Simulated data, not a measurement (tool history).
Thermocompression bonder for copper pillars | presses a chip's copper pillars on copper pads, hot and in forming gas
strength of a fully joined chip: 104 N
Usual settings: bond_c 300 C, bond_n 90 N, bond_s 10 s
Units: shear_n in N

run 1 hour=0.0 | bond_c=300 bond_n=90 bond_s=10 | shear_n=61.2
run 2 hour=23.6 | bond_c=300 bond_n=90 bond_s=10 | shear_n=60.9
run 3 hour=63.2 | bond_c=300 bond_n=90 bond_s=13 | shear_n=66.4
run 4 hour=94.9 | bond_c=300 bond_n=90 bond_s=13 | shear_n=65.5
run 5 hour=151.2 | bond_c=300 bond_n=90 bond_s=13 | shear_n=65.3
-- hour=189.3 forming gas filter changed
run 6 hour=195.5 | bond_c=300 bond_n=90 bond_s=13 | shear_n=65.4
run 7 hour=233.6 | bond_c=300 bond_n=90 bond_s=18 | shear_n=72.1
run 8 hour=275.4 | bond_c=300 bond_n=90 bond_s=18 | shear_n=72.5
run 9 hour=305.3 | bond_c=300 bond_n=90 bond_s=7 | shear_n=54.2
run 10 hour=347.5 | bond_c=316 bond_n=90 bond_s=10 | shear_n=68.3
run 11 hour=376.0 | bond_c=300 bond_n=74 bond_s=10 | shear_n=54.2
run 12 hour=399.4 | bond_c=300 bond_n=74 bond_s=10 | shear_n=54.2
run 13 hour=442.8 | bond_c=276 bond_n=90 bond_s=10 | shear_n=49.9
-- hour=456.9 force cell calibrated
run 14 hour=485.9 | bond_c=276 bond_n=90 bond_s=10 | shear_n=50.4
run 15 hour=527.4 | bond_c=300 bond_n=90 bond_s=6 | shear_n=51.7
run 16 hour=570.4 | bond_c=300 bond_n=90 bond_s=6 | shear_n=51.2
run 17 hour=624.7 | bond_c=300 bond_n=90 bond_s=13 | shear_n=65.6
run 18 hour=675.8 | bond_c=300 bond_n=90 bond_s=22 | shear_n=76.3
-- hour=694.9 forming gas filter changed
run 19 hour=730.2 | bond_c=300 bond_n=90 bond_s=22 | shear_n=75.8
run 20 hour=774.7 | bond_c=321 bond_n=90 bond_s=10 | shear_n=70.5
run 21 hour=825.0 | bond_c=300 bond_n=90 bond_s=5 | shear_n=48.3
run 22 hour=860.9 | bond_c=300 bond_n=90 bond_s=5 | shear_n=48.1
run 23 hour=894.8 | bond_c=277 bond_n=99 bond_s=8 | shear_n=49.0
run 24 hour=945.6 | bond_c=295 bond_n=79 bond_s=17 | shear_n=64.1
run 25 hour=987.0 | bond_c=286 bond_n=62 bond_s=12 | shear_n=46.0
run 26 hour=1017.0 | bond_c=326 bond_n=90 bond_s=27 | shear_n=89.5
run 27 hour=1068.7 | bond_c=297 bond_n=90 bond_s=13 | shear_n=64.3
run 28 hour=1102.4 | bond_c=300 bond_n=131 bond_s=12 | shear_n=77.7
run 29 hour=1131.4 | bond_c=297 bond_n=57 bond_s=12 | shear_n=48.0
run 30 hour=1176.4 | bond_c=300 bond_n=93 bond_s=10 | shear_n=61.7
-- hour=1197.5 forming gas filter changed
run 31 hour=1219.8 | bond_c=300 bond_n=127 bond_s=7 | shear_n=66.5
run 32 hour=1265.4 | bond_c=299 bond_n=102 bond_s=8 | shear_n=60.8
run 33 hour=1299.7 | bond_c=299 bond_n=102 bond_s=8 | shear_n=60.8
run 34 hour=1348.3 | bond_c=284 bond_n=90 bond_s=28 | shear_n=72.9
run 35 hour=1379.9 | bond_c=273 bond_n=131 bond_s=25 | shear_n=77.7
run 36 hour=1421.7 | bond_c=310 bond_n=59 bond_s=7 | shear_n=45.1
run 37 hour=1458.0 | bond_c=310 bond_n=59 bond_s=7 | shear_n=45.0
run 38 hour=1508.4 | bond_c=300 bond_n=90 bond_s=14 | shear_n=66.9
run 39 hour=1548.2 | bond_c=302 bond_n=68 bond_s=7 | shear_n=46.5

Forecast each of these 3 alternatives for the next run:
run A hour=1584.2 | bond_c=300 bond_n=95 bond_s=8 | shear_n=?
run B hour=1584.2 | bond_c=274 bond_n=87 bond_s=8 | shear_n=?
run C hour=1584.2 | bond_c=325 bond_n=125 bond_s=17 | shear_n=?

run=A shear_n=58.7
run=B shear_n=44.1
run=C shear_n=91.5
Without the tool's hidden state the same runs would have given:
run=A shear_n=58.7
run=B shear_n=44.1
run=C shear_n=91.5
